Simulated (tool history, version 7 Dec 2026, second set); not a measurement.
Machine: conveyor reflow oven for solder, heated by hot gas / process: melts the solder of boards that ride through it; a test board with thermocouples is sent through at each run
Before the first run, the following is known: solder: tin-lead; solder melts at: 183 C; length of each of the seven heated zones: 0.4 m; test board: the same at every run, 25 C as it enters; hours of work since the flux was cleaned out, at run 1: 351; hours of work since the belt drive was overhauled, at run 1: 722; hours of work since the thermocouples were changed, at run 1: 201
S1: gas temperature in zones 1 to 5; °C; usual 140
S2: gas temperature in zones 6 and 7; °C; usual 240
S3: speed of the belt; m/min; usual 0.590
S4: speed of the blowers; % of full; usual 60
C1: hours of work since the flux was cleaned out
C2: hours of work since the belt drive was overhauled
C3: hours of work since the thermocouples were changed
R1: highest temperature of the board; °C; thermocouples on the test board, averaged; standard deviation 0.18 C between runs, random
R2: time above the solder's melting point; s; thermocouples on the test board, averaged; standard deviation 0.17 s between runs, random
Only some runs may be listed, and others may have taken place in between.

run 1 hour=0.0 | S1=140 S2=240 S3=0.590 S4=60 | C1=351 C2=722 C3=201 | R1=216.8 R2=60.7
run 2 hour=19.5 | S1=140 S2=240 S3=0.590 S4=60 | C1=363 C2=734 C3=213 | R1=216.7 R2=60.5
run 3 hour=44.2 | S1=140 S2=239 S3=0.590 S4=60 | C1=379 C2=750 C3=229 | R1=215.8 R2=59.6
run 4 hour=69.9 | S1=140 S2=239 S3=0.590 S4=60 | C1=396 C2=767 C3=246 | R1=216.1 R2=59.7
run 5 hour=98.8 | S1=140 S2=239 S3=0.590 S4=60 | C1=414 C2=785 C3=264 | R1=216.0 R2=59.7
run 6 hour=115.6 | S1=140 S2=239 S3=0.590 S4=60 | C1=425 C2=796 C3=275 | R1=215.7 R2=59.5
run 7 hour=140.3 | S1=140 S2=240 S3=0.671 S4=60 | C1=441 C2=812 C3=291 | R1=211.1 R2=47.3
run 8 hour=155.5 | S1=140 S2=240 S3=0.671 S4=60 | C1=451 C2=822 C3=301 | R1=211.1 R2=47.3
run 9 hour=180.1 | S1=140 S2=240 S3=0.671 S4=60 | C1=467 C2=838 C3=317 | R1=211.2 R2=47.7
run 10 hour=204.2 | S1=140 S2=240 S3=0.671 S4=60 | C1=482 C2=853 C3=332 | R1=211.3 R2=47.3
run 11 hour=223.3 | S1=140 S2=240 S3=0.671 S4=60 | C1=494 C2=865 C3=344 | R1=211.2 R2=47.3
-- hour=232.4 flux residue cleaned out of gas plates and filters
run 12 hour=245.6 | S1=140 S2=240 S3=0.671 S4=60 | C1=8 C2=877 C3=355 | R1=214.3 R2=50.7
run 13 hour=263.3 | S1=144 S2=240 S3=0.590 S4=60 | C1=20 C2=888 C3=367 | R1=220.0 R2=65.3
run 14 hour=276.2 | S1=140 S2=240 S3=0.590 S4=60 | C1=28 C2=896 C3=375 | R1=219.3 R2=63.0
run 15 hour=289.4 | S1=140 S2=240 S3=0.590 S4=60 | C1=37 C2=905 C3=384 | R1=219.2 R2=63.1
run 16 hour=312.2 | S1=140 S2=240 S3=0.590 S4=69 | C1=51 C2=919 C3=398 | R1=222.4 R2=65.7
run 17 hour=338.1 | S1=140 S2=240 S3=0.590 S4=69 | C1=68 C2=936 C3=415 | R1=222.3 R2=65.6

Expected results for the next run?
run 18 hour=365.5 | S1=142 S2=238 S3=0.590 S4=63 | C1=86 C2=954 C3=432 | R1=? R2=?

R1: 218.7 °C
R2: 63.6 s
If the tool had no hidden condition, the same run with the same run-to-run variation would have returned R1 218.8 °C, R2 63.1 s.
